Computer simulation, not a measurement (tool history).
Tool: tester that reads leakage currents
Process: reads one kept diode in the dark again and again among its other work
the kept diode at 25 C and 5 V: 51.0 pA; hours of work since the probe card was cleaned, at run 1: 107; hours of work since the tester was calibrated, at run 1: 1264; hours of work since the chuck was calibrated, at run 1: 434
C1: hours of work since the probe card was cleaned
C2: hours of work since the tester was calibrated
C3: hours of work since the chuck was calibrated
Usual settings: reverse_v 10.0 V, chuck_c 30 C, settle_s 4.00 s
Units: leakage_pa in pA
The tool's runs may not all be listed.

run 1 hour=0.0 | reverse_v=10.0 chuck_c=30 settle_s=4.00 | C1=107 C2=1264 C3=434 | leakage_pa=118.86
run 2 hour=55.5 | reverse_v=10.0 chuck_c=30 settle_s=4.00 | C1=131 C2=1288 C3=458 | leakage_pa=119.59
run 3 hour=139.8 | reverse_v=10.0 chuck_c=30 settle_s=4.00 | C1=168 C2=1324 C3=495 | leakage_pa=119.56
run 4 hour=219.8 | reverse_v=10.0 chuck_c=30 settle_s=0.36 | C1=203 C2=1359 C3=530 | leakage_pa=122.58
run 5 hour=274.9 | reverse_v=2.8 chuck_c=30 settle_s=0.36 | C1=227 C2=1383 C3=554 | leakage_pa=58.06
run 6 hour=380.9 | reverse_v=2.8 chuck_c=30 settle_s=0.36 | C1=273 C2=1429 C3=600 | leakage_pa=58.01
run 7 hour=456.2 | reverse_v=2.8 chuck_c=30 settle_s=0.36 | C1=306 C2=1462 C3=633 | leakage_pa=58.56
run 8 hour=531.0 | reverse_v=2.8 chuck_c=30 settle_s=0.36 | C1=338 C2=1495 C3=665 | leakage_pa=58.17
run 9 hour=630.7 | reverse_v=1.1 chuck_c=30 settle_s=4.00 | C1=382 C2=1538 C3=709 | leakage_pa=33.40
run 10 hour=746.5 | reverse_v=10.0 chuck_c=38 settle_s=4.00 | C1=432 C2=1589 C3=759 | leakage_pa=234.95
run 11 hour=800.1 | reverse_v=10.0 chuck_c=26 settle_s=0.40 | C1=455 C2=1612 C3=783 | leakage_pa=86.77
run 12 hour=927.1 | reverse_v=10.0 chuck_c=26 settle_s=0.40 | C1=511 C2=1667 C3=838 | leakage_pa=86.79
run 13 hour=1029.9 | reverse_v=6.1 chuck_c=39 settle_s=0.33 | C1=555 C2=1712 C3=883 | leakage_pa=195.01
run 14 hour=1082.1 | reverse_v=19.9 chuck_c=30 settle_s=4.00 | C1=578 C2=1735 C3=905 | leakage_pa=177.65
run 15 hour=1160.6 | reverse_v=3.1 chuck_c=30 settle_s=0.73 | C1=612 C2=1769 C3=940 | leakage_pa=61.17
run 16 hour=1225.8 | reverse_v=1.7 chuck_c=30 settle_s=4.00 | C1=641 C2=1797 C3=968 | leakage_pa=42.92

Forecast each of these 4 alternatives for the next run:
run A hour=1322.3 | reverse_v=4.7 chuck_c=48 settle_s=0.45 | C1=683 C2=1839 C3=1010 | leakage_pa=?
run B hour=1322.3 | reverse_v=3.7 chuck_c=30 settle_s=4.00 | C1=683 C2=1839 C3=1010 | leakage_pa=?
run C hour=1322.3 | reverse_v=8.2 chuck_c=41 settle_s=1.35 | C1=683 C2=1839 C3=1010 | leakage_pa=?
run D hour=1322.3 | reverse_v=1.7 chuck_c=44 settle_s=0.44 | C1=683 C2=1839 C3=1010 | leakage_pa=?

run=A leakage_pa=341.14
run=B leakage_pa=67.27
run=C leakage_pa=268.88
run=D leakage_pa=138.78
Without the tool's hidden state the same runs would have given:
run=A leakage_pa=341.03
run=B leakage_pa=67.24
run=C leakage_pa=268.78
run=D leakage_pa=138.74
